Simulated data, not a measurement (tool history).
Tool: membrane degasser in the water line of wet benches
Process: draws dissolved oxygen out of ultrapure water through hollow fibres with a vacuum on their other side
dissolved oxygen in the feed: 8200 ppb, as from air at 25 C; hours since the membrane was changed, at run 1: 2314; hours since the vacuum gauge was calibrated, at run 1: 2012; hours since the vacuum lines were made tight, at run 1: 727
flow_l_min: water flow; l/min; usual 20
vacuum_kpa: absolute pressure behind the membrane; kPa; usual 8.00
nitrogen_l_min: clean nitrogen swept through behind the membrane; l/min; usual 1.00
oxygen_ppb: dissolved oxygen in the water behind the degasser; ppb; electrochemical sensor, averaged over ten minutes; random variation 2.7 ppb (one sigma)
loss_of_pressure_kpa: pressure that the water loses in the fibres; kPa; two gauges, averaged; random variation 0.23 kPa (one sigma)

| run | hour | flow_l_min | vacuum_kpa | nitrogen_l_min | hours since the membrane was changed | hours since the vacuum gauge was calibrated | hours since the vacuum lines were made tight | oxygen_ppb | loss_of_pressure_kpa |
|---|---|---|---|---|---|---|---|---|---|
| 1 | 0.0 | 20 | 8.00 | 1.00 | 2314 | 2012 | 727 | 269.9 | 57.21 |
| 2 | 43.2 | 20 | 8.00 | 1.00 | 2357 | 2055 | 770 | 269.3 | 57.15 |
| 3 | 86.6 | 20 | 8.00 | 1.00 | 2400 | 2098 | 813 | 267.3 | 57.85 |
| 4 | 139.0 | 20 | 8.00 | 1.00 | 2453 | 2151 | 866 | 268.5 | 57.76 |
| 5 | 197.8 | 20 | 8.00 | 1.00 | 2512 | 2209 | 924 | 262.4 | 58.14 |
| 6 | 243.7 | 20 | 8.00 | 1.00 | 2557 | 2255 | 970 | 267.2 | 58.38 |
| 7 | 298.5 | 20 | 8.00 | 1.97 | 2612 | 2310 | 1025 | 175.7 | 58.29 |
| 8 | 353.2 | 20 | 8.00 | 1.97 | 2667 | 2365 | 1080 | 174.0 | 58.67 |
| 9 | 379.9 | 20 | 8.00 | 1.97 | 2694 | 2392 | 1107 | 173.8 | 58.55 |
| 10 | 405.4 | 20 | 8.00 | 1.97 | 2719 | 2417 | 1132 | 174.6 | 58.33 |
| 11 | 441.6 | 20 | 8.00 | 1.97 | 2755 | 2453 | 1168 | 174.0 | 59.26 |
| 12 | 467.1 | 20 | 8.00 | 1.97 | 2781 | 2479 | 1194 | 179.5 | 58.41 |
| 13 | 518.0 | 16 | 8.61 | 1.00 | 2832 | 2530 | 1245 | 234.8 | 46.75 |
| 14 | 564.1 | 16 | 8.61 | 1.00 | 2878 | 2576 | 1291 | 239.3 | 47.05 |
|  | 591.3 | gauge calibrated |
| 15 | 613.7 | 16 | 8.61 | 1.00 | 2927 | 2625 | 1340 | 233.4 | 45.95 |
| 16 | 650.0 | 16 | 8.61 | 1.00 | 2964 | 2662 | 1377 | 234.0 | 45.96 |
| 17 | 704.8 | 22 | 8.61 | 0.61 | 3019 | 2716 | 1431 | 455.8 | 63.37 |
| 18 | 738.2 | 16 | 17.55 | 0.67 | 3052 | 2750 | 1465 | 733.3 | 46.25 |
| 19 | 777.6 | 26 | 10.69 | 2.39 | 3091 | 2789 | 1504 | 282.3 | 75.17 |
| 20 | 806.1 | 21 | 18.00 | 0.91 | 3120 | 2818 | 1533 | 751.0 | 60.74 |
| 21 | 832.0 | 26 | 8.00 | 1.36 | 3146 | 2844 | 1559 | 292.3 | 75.36 |
| 22 | 864.3 | 26 | 8.00 | 1.36 | 3178 | 2876 | 1591 | 288.1 | 75.33 |
| 23 | 901.3 | 26 | 9.13 | 0.64 | 3215 | 2913 | 1628 | 552.1 | 75.53 |

4 ways to go on from here, each from the tool as it stands after run 23. What would each give?
| A | 952.4 | 21 | 9.13 | 0.64 | 3266 | 2964 | 1679 | ? | ? |
| B | 952.4 | 20 | 19.80 | 1.00 | 3266 | 2964 | 1679 | ? | ? |
| C | 952.4 | 21 | 9.13 | 0.64 | 3266 | 2964 | 1679 | ? | ? |
| D | 952.4 | 26 | 9.13 | 1.61 | 3266 | 2964 | 1679 | ? | ? |

| run | oxygen_ppb | loss_of_pressure_kpa |
|---|---|---|
| A | 445.7 | 60.69 |
| B | 737.6 | 58.11 |
| C | 445.8 | 61.28 |
| D | 306.5 | 76.29 |
Without the tool's hidden state the same runs would have given:
| run | oxygen_ppb | loss_of_pressure_kpa |
|---|---|---|
| A | 445.4 | 59.78 |
| B | 737.4 | 57.24 |
| C | 445.5 | 60.37 |
| D | 306.2 | 75.15 |
